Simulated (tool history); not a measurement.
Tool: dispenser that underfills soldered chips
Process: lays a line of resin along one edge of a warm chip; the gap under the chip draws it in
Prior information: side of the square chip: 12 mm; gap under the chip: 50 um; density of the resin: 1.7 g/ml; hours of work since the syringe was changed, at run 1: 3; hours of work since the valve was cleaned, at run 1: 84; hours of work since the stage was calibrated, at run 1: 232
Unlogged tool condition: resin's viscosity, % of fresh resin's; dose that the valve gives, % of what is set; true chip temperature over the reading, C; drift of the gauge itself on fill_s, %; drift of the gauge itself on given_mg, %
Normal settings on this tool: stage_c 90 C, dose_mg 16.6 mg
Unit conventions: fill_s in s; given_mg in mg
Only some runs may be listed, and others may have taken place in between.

| run | hour | stage_c | dose_mg | hours of work since the syringe was changed | hours of work since the valve was cleaned | hours of work since the stage was calibrated | fill_s | given_mg |
|---|---|---|---|---|---|---|---|---|
| 1 | 0 | 90 | 16.6 | 3 | 84 | 232 | 223.8 | 15.71 |
|  | 9.8 | new syringe of resin |
| 2 | 10 | 90 | 16.6 | 0 | 91 | 239 | 182.7 | 15.64 |
| 3 | 18 | 90 | 16.6 | 6 | 97 | 245 | 294.3 | 15.5 |
|  | 23 | new syringe of resin |
| 4 | 25.4 | 103 | 16.6 | 2 | 102 | 251 | 125.9 | 15.41 |
| 5 | 29.8 | 103 | 16.6 | 5 | 106 | 254 | 166.3 | 15.39 |
|  | 35.9 | new syringe of resin |
| 6 | 38.3 | 103 | 16.6 | 2 | 112 | 260 | 129.6 | 15.4 |
| 7 | 47 | 90 | 16.6 | 8 | 118 | 267 | 337.3 | 15.43 |
|  | 49 | new syringe of resin |
| 8 | 54.3 | 90 | 16.6 | 4 | 124 | 272 | 242.9 | 15.23 |
| 9 | 58.8 | 100 | 19.2 | 7 | 127 | 276 | 214.5 | 17.78 |
|  | 62.1 | new syringe of resin |
| 10 | 67.6 | 90 | 17.7 | 4 | 134 | 282 | 246.7 | 16.26 |
|  | 75.4 | new syringe of resin |
| 11 | 77 | 89 | 17 | 1 | 141 | 289 | 207.7 | 15.48 |
| 12 | 86.6 | 78 | 18.4 | 8 | 148 | 296 | 536.3 | 16.6 |
|  | 88.4 | dispensing valve cleaned and set on the balance |
|  | 89.6 | new syringe of resin |
| 13 | 97.7 | 75 | 19.3 | 6 | 7 | 304 | 487.4 | 19.1 |
|  | 103.2 | new syringe of resin |
| 14 | 105.1 | 90 | 14.7 | 1 | 12 | 309 | 205.3 | 14.66 |
| 15 | 110.5 | 90 | 17.3 | 6 | 16 | 313 | 263.6 | 17.02 |

Below, some changes in fill_s between adjacent runs. For each, the amount present without the hidden state too (settings, incoming material, random variation) and the amount remaining for the hidden state with gauge scatter not shared by both compared results:
Run 11 -> 12: stage_c 89 -> 78, dose_mg 17 -> 18.4. fill_s +328.6 s: hidden state +247.5, all else +81.1.
